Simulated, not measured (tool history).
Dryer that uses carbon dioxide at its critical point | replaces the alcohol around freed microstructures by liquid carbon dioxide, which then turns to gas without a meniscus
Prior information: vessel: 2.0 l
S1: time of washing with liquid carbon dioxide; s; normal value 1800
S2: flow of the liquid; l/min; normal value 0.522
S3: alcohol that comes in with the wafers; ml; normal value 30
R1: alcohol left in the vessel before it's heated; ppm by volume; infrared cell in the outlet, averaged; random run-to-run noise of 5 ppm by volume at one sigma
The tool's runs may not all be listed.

run,hour,S1,S2,S3,R1
1,0,1800,0.522,30,57
2,49.4,1800,0.522,30,59
3,90.7,1800,0.522,22,61
4,131.7,1800,0.522,24,52
5,174,1800,0.378,30,168
6,210.6,1800,0.378,30,164
7,246.9,1800,0.522,30,57
8,282.3,1800,0.522,30,61
9,334.9,1800,0.522,30,63
10,359.4,1140,0.522,30,289
11,414.6,1140,0.522,30,280
12,452.5,1140,0.522,30,284
13,502.2,1140,0.522,30,288
14,540.5,1800,0.458,77,175
15,577,2280,0.522,28,59

Run 16 comes next. What will it give?
16,604.7,1560,0.787,30,?

For run 16 the tool returned R1 55 ppm by volume.
With the hidden condition absent and the run-to-run variation left alone, this run would have shown R1 3 ppm by volume.

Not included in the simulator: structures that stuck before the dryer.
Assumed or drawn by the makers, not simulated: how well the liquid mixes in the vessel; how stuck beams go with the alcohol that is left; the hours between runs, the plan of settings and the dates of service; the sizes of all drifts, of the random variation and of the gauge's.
